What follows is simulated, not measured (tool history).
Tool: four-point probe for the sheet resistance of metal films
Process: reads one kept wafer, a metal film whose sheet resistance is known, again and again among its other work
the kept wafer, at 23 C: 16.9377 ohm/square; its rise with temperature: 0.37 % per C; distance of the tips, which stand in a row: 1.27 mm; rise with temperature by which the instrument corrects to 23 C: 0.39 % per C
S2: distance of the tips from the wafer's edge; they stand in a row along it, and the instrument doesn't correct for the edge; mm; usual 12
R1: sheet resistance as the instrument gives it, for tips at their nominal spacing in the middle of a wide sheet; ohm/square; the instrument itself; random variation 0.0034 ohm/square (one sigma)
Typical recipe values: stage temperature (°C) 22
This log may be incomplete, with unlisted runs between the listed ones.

{"run": 1, "hour": 0.0, "stage temperature (°C)": 22, "S2": 12, "R1": 17.047358}
{"run": 2, "hour": 35.5, "stage temperature (°C)": 22, "S2": 10, "R1": 17.096118}
{"run": 3, "hour": 58.0, "stage temperature (°C)": 22, "S2": 10, "R1": 17.087922}
{"run": 4, "hour": 78.8, "stage temperature (°C)": 22, "S2": 10, "R1": 17.093101}
{"run": 5, "hour": 103.6, "stage temperature (°C)": 22, "S2": 10, "R1": 17.083542}
{"run": 6, "hour": 132.0, "stage temperature (°C)": 22, "S2": 10, "R1": 17.086114}
{"run": 7, "hour": 157.1, "stage temperature (°C)": 22, "S2": 10, "R1": 17.08249}
{"run": 8, "hour": 177.4, "stage temperature (°C)": 22, "S2": 12, "R1": 17.037735}
{"run": 9, "hour": 194.5, "stage temperature (°C)": 31, "S2": 12, "R1": 17.004021}
{"run": 10, "hour": 211.5, "stage temperature (°C)": 31, "S2": 12, "R1": 17.002593}
{"hour": 214.6, "done": "stage's thermometer calibrated"}
{"run": 11, "hour": 248.8, "stage temperature (°C)": 31, "S2": 12, "R1": 17.009934}
{"run": 12, "hour": 267.6, "stage temperature (°C)": 22, "S2": 12, "R1": 17.048949}
{"run": 13, "hour": 286.1, "stage temperature (°C)": 22, "S2": 12, "R1": 17.04242}
{"hour": 305.2, "done": "stage's thermometer calibrated, once more"}
{"run": 14, "hour": 315.4, "stage temperature (°C)": 22, "S2": 11, "R1": 17.026085}
{"run": 15, "hour": 344.0, "stage temperature (°C)": 22, "S2": 12, "R1": 17.001927}
{"run": 16, "hour": 370.3, "stage temperature (°C)": 22, "S2": 12, "R1": 17.001005}
{"run": 17, "hour": 389.7, "stage temperature (°C)": 22, "S2": 12, "R1": 17.00239}
{"run": 18, "hour": 423.1, "stage temperature (°C)": 22, "S2": 12, "R1": 16.996909}
{"run": 19, "hour": 441.5, "stage temperature (°C)": 22, "S2": 12, "R1": 17.000963}
{"run": 20, "hour": 457.7, "stage temperature (°C)": 28, "S2": 25, "R1": 16.89618}
{"run": 21, "hour": 474.8, "stage temperature (°C)": 30, "S2": 7, "R1": 17.16502}
{"run": 22, "hour": 510.7, "stage temperature (°C)": 19, "S2": 5, "R1": 17.467295}
{"run": 23, "hour": 527.0, "stage temperature (°C)": 19, "S2": 5, "R1": 17.463435}
{"run": 24, "hour": 550.3, "stage temperature (°C)": 29, "S2": 59, "R1": 16.8688}
{"run": 25, "hour": 587.6, "stage temperature (°C)": 35, "S2": 43, "R1": 16.856957}
{"run": 26, "hour": 624.6, "stage temperature (°C)": 35, "S2": 41, "R1": 16.854935}
{"run": 27, "hour": 650.6, "stage temperature (°C)": 35, "S2": 11, "R1": 16.954842}
{"run": 28, "hour": 685.7, "stage temperature (°C)": 32, "S2": 11, "R1": 16.964266}
{"run": 29, "hour": 713.9, "stage temperature (°C)": 35, "S2": 56, "R1": 16.845181}
{"run": 30, "hour": 734.8, "stage temperature (°C)": 27, "S2": 13, "R1": 16.946755}
{"run": 31, "hour": 765.9, "stage temperature (°C)": 27, "S2": 13, "R1": 16.945256}
{"run": 32, "hour": 793.5, "stage temperature (°C)": 20, "S2": 12, "R1": 16.975118}
{"run": 33, "hour": 829.7, "stage temperature (°C)": 27, "S2": 15, "R1": 16.919889}
{"run": 34, "hour": 852.9, "stage temperature (°C)": 28, "S2": 8, "R1": 17.068809}
{"run": 35, "hour": 887.0, "stage temperature (°C)": 25, "S2": 28, "R1": 16.872511}
{"run": 36, "hour": 913.2, "stage temperature (°C)": 22, "S2": 53, "R1": 16.864818}
{"run": 37, "hour": 950.3, "stage temperature (°C)": 22, "S2": 53, "R1": 16.864274}

4 ways to go on from here, each from the tool as it stands after run 37. What would each give?
{"run": "A", "hour": 986.1, "stage temperature (°C)": 25, "S2": 62, "R1": "?"}
{"run": "B", "hour": 986.1, "stage temperature (°C)": 25, "S2": 40, "R1": "?"}
{"run": "C", "hour": 986.1, "stage temperature (°C)": 22, "S2": 3, "R1": "?"}
{"run": "D", "hour": 986.1, "stage temperature (°C)": 22, "S2": 4, "R1": "?"}

run=A R1=16.855979
run=B R1=16.855097
run=C R1=18.331093
run=D R1=17.715441
Take away the tool's hidden state, keep each run's random variation, and the runs would have read:
run=A R1=16.939319
run=B R1=16.93843
run=C R1=18.420872
run=D R1=17.802516
